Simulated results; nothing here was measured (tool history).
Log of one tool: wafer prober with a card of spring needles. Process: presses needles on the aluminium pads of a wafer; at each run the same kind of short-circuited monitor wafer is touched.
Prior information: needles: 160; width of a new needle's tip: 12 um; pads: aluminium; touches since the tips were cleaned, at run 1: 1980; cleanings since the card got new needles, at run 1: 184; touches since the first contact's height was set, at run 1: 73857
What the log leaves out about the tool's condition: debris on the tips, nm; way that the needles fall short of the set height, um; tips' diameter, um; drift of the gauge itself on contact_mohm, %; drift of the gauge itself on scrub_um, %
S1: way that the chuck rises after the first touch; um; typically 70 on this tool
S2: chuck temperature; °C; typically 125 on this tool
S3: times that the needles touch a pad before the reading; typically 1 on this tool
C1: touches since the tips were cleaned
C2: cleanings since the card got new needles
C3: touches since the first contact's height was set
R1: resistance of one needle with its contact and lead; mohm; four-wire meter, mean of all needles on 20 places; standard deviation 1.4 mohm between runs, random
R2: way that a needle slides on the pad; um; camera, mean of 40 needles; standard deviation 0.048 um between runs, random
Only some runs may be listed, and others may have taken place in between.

run 1 hour=0.0 | S1=70 S2=125 S3=1 | C1=1980 C2=184 C3=73857 | R1=154 R2=12.97
-- hour=6.9 tips cleaned on abrasive film
-- hour=20.5 tips cleaned on abrasive film
-- hour=37.5 tips cleaned on abrasive film
run 2 hour=49.8 | S1=70 S2=125 S3=1 | C1=3301 C2=187 C3=87167 | R1=168 R2=12.85
-- hour=53.3 tips cleaned on abrasive film
-- hour=66.9 tips cleaned on abrasive film
-- hour=83.9 tips cleaned on abrasive film
-- hour=101.0 tips cleaned on abrasive film
-- hour=118.0 tips cleaned on abrasive film
run 3 hour=125.8 | S1=70 S2=125 S3=1 | C1=2112 C2=192 C3=107474 | R1=164 R2=12.79
-- hour=132.7 tips cleaned on abrasive film
-- hour=146.4 tips cleaned on abrasive film
-- hour=163.4 tips cleaned on abrasive film
-- hour=177.0 tips cleaned on abrasive film
-- hour=194.0 tips cleaned on abrasive film
run 4 hour=201.8 | S1=70 S2=33 S3=1 | C1=2075 C2=197 C3=127749 | R1=149 R2=12.69
-- hour=208.6 tips cleaned on abrasive film
-- hour=225.6 tips cleaned on abrasive film
-- hour=239.3 tips cleaned on abrasive film
run 5 hour=244.2 | S1=70 S2=33 S3=1 | C1=1322 C2=200 C3=139078 | R1=146 R2=12.69
-- hour=254.4 tips cleaned on abrasive film
-- hour=268.1 tips cleaned on abrasive film
-- hour=281.7 tips cleaned on abrasive film
-- hour=298.7 tips cleaned on abrasive film
-- hour=315.8 tips cleaned on abrasive film
-- hour=332.8 tips cleaned on abrasive film
run 6 hour=336.4 | S1=70 S2=33 S3=1 | C1=979 C2=206 C3=163714 | R1=134 R2=12.54
-- hour=346.7 tips cleaned on abrasive film
-- hour=363.7 tips cleaned on abrasive film
-- hour=377.3 tips cleaned on abrasive film
run 7 hour=390.5 | S1=52 S2=125 S3=1 | C1=3551 C2=209 C3=178182 | R1=224 R2=9.16
-- hour=394.0 tips cleaned on abrasive film
-- hour=411.0 tips cleaned on abrasive film
-- hour=428.1 tips cleaned on abrasive film
run 8 hour=438.6 | S1=70 S2=125 S3=1 | C1=2824 C2=212 C3=191014 | R1=169 R2=12.49
-- hour=442.1 tips cleaned on abrasive film
-- hour=459.1 tips cleaned on abrasive film
-- hour=476.1 tips cleaned on abrasive film
-- hour=491.0 tips cleaned on abrasive film
run 9 hour=491.0 | S1=70 S2=125 S3=1 | C1=0 C2=216 C3=204993 | R1=131 R2=12.46
-- hour=508.0 tips cleaned on abrasive film
-- hour=525.0 tips cleaned on abrasive film
-- hour=542.0 tips cleaned on abrasive film
-- hour=559.0 tips cleaned on abrasive film
-- hour=576.1 tips cleaned on abrasive film
run 10 hour=582.6 | S1=70 S2=125 S3=1 | C1=1766 C2=221 C3=229504 | R1=166 R2=12.32
-- hour=592.9 tips cleaned on abrasive film
-- hour=609.9 tips cleaned on abrasive film
-- hour=620.4 height of the first contact set anew
-- hour=623.8 tips cleaned on abrasive film
-- hour=640.9 tips cleaned on abrasive film
-- hour=654.5 tips cleaned on abrasive film
run 11 hour=659.6 | S1=70 S2=125 S3=1 | C1=1377 C2=226 C3=10476 | R1=157 R2=11.69
-- hour=669.9 tips cleaned on abrasive film
-- hour=686.9 tips cleaned on abrasive film
-- hour=703.9 tips cleaned on abrasive film
run 12 hour=715.3 | S1=70 S2=125 S3=1 | C1=3067 C2=229 C3=25372 | R1=186 R2=11.59
-- hour=718.8 tips cleaned on abrasive film
-- hour=732.4 tips cleaned on abrasive film
-- hour=749.5 tips cleaned on abrasive film
-- hour=766.5 tips cleaned on abrasive film
-- hour=783.5 tips cleaned on abrasive film
run 13 hour=792.1 | S1=86 S2=125 S3=1 | C1=2307 C2=234 C3=45875 | R1=158 R2=14.47
-- hour=799.0 tips cleaned on abrasive film
-- hour=816.0 tips cleaned on abrasive film
-- hour=833.0 tips cleaned on abrasive film
-- hour=846.6 tips cleaned on abrasive film
run 14 hour=847.1 | S1=86 S2=125 S3=1 | C1=136 C2=238 C3=60568 | R1=129 R2=14.46
-- hour=860.8 tips cleaned on abrasive film
-- hour=874.4 tips cleaned on abrasive film
-- hour=891.7 height of the first contact set anew, once more
-- hour=891.8 tips cleaned on abrasive film
-- hour=906.9 tips cleaned on abrasive film
run 15 hour=906.9 | S1=76 S2=99 S3=1 | C1=0 C2=242 C3=4035 | R1=126 R2=14.32
-- hour=923.9 tips cleaned on abrasive film
-- hour=940.9 tips cleaned on abrasive film
-- hour=954.5 tips cleaned on abrasive film
-- hour=971.6 tips cleaned on abrasive film
-- hour=985.2 tips cleaned on abrasive film
run 16 hour=986.2 | S1=86 S2=99 S3=3 | C1=264 C2=247 C3=25226 | R1=123 R2=16.19
-- hour=999.8 tips cleaned on abrasive film
-- hour=1013.5 tips cleaned on abrasive film
-- hour=1027.1 tips cleaned on abrasive film
run 17 hour=1028.2 | S1=70 S2=33 S3=3 | C1=288 C2=250 C3=36434 | R1=118 R2=13.02
-- hour=1041.8 tips cleaned on abrasive film
-- hour=1055.4 tips cleaned on abrasive film
-- hour=1069.1 tips cleaned on abrasive film
-- hour=1086.1 tips cleaned on abrasive film
run 18 hour=1086.2 | S1=70 S2=84 S3=3 | C1=15 C2=254 C3=51917 | R1=121 R2=13.04
-- hour=1099.9 tips cleaned on abrasive film
-- hour=1116.9 tips cleaned on abrasive film
-- hour=1133.9 tips cleaned on abrasive film
-- hour=1150.9 tips cleaned on abrasive film
-- hour=1168.0 tips cleaned on abrasive film
run 19 hour=1171.4 | S1=63 S2=105 S3=2 | C1=931 C2=259 C3=74705 | R1=148 R2=11.53
-- hour=1181.6 tips cleaned on abrasive film
-- hour=1198.7 tips cleaned on abrasive film
-- hour=1215.7 tips cleaned on abrasive film
-- hour=1229.3 tips cleaned on abrasive film
-- hour=1246.3 tips cleaned on abrasive film
run 20 hour=1255.8 | S1=74 S2=123 S3=1 | C1=2554 C2=264 C3=97264 | R1=169 R2=13.60
-- hour=1262.7 tips cleaned on abrasive film
-- hour=1276.3 tips cleaned on abrasive film
-- hour=1290.0 tips cleaned on abrasive film
run 21 hour=1293.3 | S1=74 S2=123 S3=1 | C1=907 C2=267 C3=107269 | R1=150 R2=13.49
-- hour=1307.0 tips cleaned on abrasive film
-- hour=1324.0 tips cleaned on abrasive film
-- hour=1341.0 tips cleaned on abrasive film
-- hour=1354.7 tips cleaned on abrasive film
-- hour=1366.7 card fitted with new needles
run 22 hour=1367.7 | S1=89 S2=63 S3=3 | C1=279 C2=0 C3=279 | R1=114 R2=16.88
-- hour=1381.3 tips cleaned on abrasive film
-- hour=1398.4 tips cleaned on abrasive film
-- hour=1415.4 tips cleaned on abrasive film
-- hour=1429.7 tips cleaned on abrasive film
run 23 hour=1429.7 | S1=89 S2=31 S3=1 | C1=0 C2=4 C3=16842 | R1=108 R2=16.81
-- hour=1446.7 tips cleaned on abrasive film
-- hour=1463.7 tips cleaned on abrasive film
run 24 hour=1466.9 | S1=67 S2=44 S3=1 | C1=857 C2=6 C3=26795 | R1=121 R2=12.58

The logged runs with the hidden state left out (each run's random variation unchanged):
run=1 R1=121 R2=13.25
run=2 R1=121 R2=13.18
run=3 R1=124 R2=13.20
run=4 R1=109 R2=13.19
run=5 R1=108 R2=13.24
run=6 R1=109 R2=13.20
run=7 R1=127 R2=9.86
run=8 R1=120 R2=13.24
run=9 R1=122 R2=13.27
run=10 R1=122 R2=13.21
run=11 R1=122 R2=13.28
run=12 R1=121 R2=13.22
run=13 R1=121 R2=16.17
run=14 R1=119 R2=16.24
run=15 R1=118 R2=14.36
run=16 R1=117 R2=16.32
run=17 R1=109 R2=13.18
run=18 R1=114 R2=13.28
run=19 R1=125 R2=11.86
run=20 R1=121 R2=14.02
run=21 R1=122 R2=13.95
run=22 R1=113 R2=16.88
run=23 R1=107 R2=16.87
run=24 R1=109 R2=12.68

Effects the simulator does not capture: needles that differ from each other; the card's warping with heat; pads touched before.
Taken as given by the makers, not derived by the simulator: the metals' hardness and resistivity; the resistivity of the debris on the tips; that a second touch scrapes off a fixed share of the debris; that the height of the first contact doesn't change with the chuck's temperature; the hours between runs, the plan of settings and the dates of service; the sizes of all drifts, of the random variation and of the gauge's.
